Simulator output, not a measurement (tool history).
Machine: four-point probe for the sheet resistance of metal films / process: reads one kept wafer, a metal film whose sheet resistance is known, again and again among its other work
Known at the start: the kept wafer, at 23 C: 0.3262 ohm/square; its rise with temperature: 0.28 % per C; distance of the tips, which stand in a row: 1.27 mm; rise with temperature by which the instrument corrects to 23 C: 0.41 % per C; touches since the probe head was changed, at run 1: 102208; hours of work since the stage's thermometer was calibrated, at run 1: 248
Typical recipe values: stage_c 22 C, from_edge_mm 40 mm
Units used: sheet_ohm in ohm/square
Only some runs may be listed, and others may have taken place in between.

| run | day | stage_c | from_edge_mm | touches since the probe head was changed | hours of work since the stage's thermometer was calibrated | sheet_ohm |
|---|---|---|---|---|---|---|
| 1 | 0.000 | 22 | 40 | 102208 | 248 | 0.331315 |
| 2 | 0.938 | 22 | 4 | 103147 | 261 | 0.348160 |
| 3 | 2.029 | 22 | 4 | 104243 | 276 | 0.348210 |
| 4 | 2.833 | 22 | 4 | 105048 | 286 | 0.348368 |
| 5 | 4.100 | 22 | 4 | 106317 | 304 | 0.348295 |
| 6 | 5.300 | 22 | 4 | 107518 | 320 | 0.348419 |
| 7 | 6.262 | 22 | 4 | 108481 | 333 | 0.348536 |
| 8 | 6.975 | 22 | 4 | 109197 | 343 | 0.348559 |
| 9 | 7.583 | 22 | 40 | 109805 | 351 | 0.331808 |
| 10 | 8.279 | 22 | 40 | 110502 | 361 | 0.331708 |
| 11 | 9.525 | 22 | 40 | 111751 | 378 | 0.331800 |
| 12 | 10.442 | 22 | 40 | 112670 | 390 | 0.331874 |
| 13 | 11.662 | 22 | 40 | 113895 | 407 | 0.331840 |
| 14 | 12.288 | 22 | 58 | 114519 | 416 | 0.331695 |
| 15 | 13.442 | 22 | 58 | 115676 | 431 | 0.331901 |
| 16 | 14.262 | 22 | 58 | 116498 | 443 | 0.331958 |
| 17 | 15.079 | 30 | 14 | 117318 | 454 | 0.329838 |
| 18 | 16.446 | 25 | 36 | 118687 | 472 | 0.330679 |
| 19 | 17.092 | 25 | 36 | 119333 | 481 | 0.330785 |
| 20 | 18.500 | 25 | 30 | 120742 | 500 | 0.331058 |
| 21 | 19.850 | 21 | 8 | 122095 | 519 | 0.337022 |
| 22 | 21.038 | 21 | 8 | 123286 | 535 | 0.336927 |
| 23 | 21.883 | 21 | 8 | 124132 | 547 | 0.336982 |
| 24 | 22.929 | 21 | 8 | 125180 | 561 | 0.336983 |

Run 25 comes next. What will it give?
| 25 | 23.883 | 33 | 7 | 126138 | 574 | ? |

Run 25 yielded sheet_ohm 0.333344 ohm/square.
The same run, on a tool lacking any hidden state, would have yielded sheet_ohm 0.327793 ohm/square.
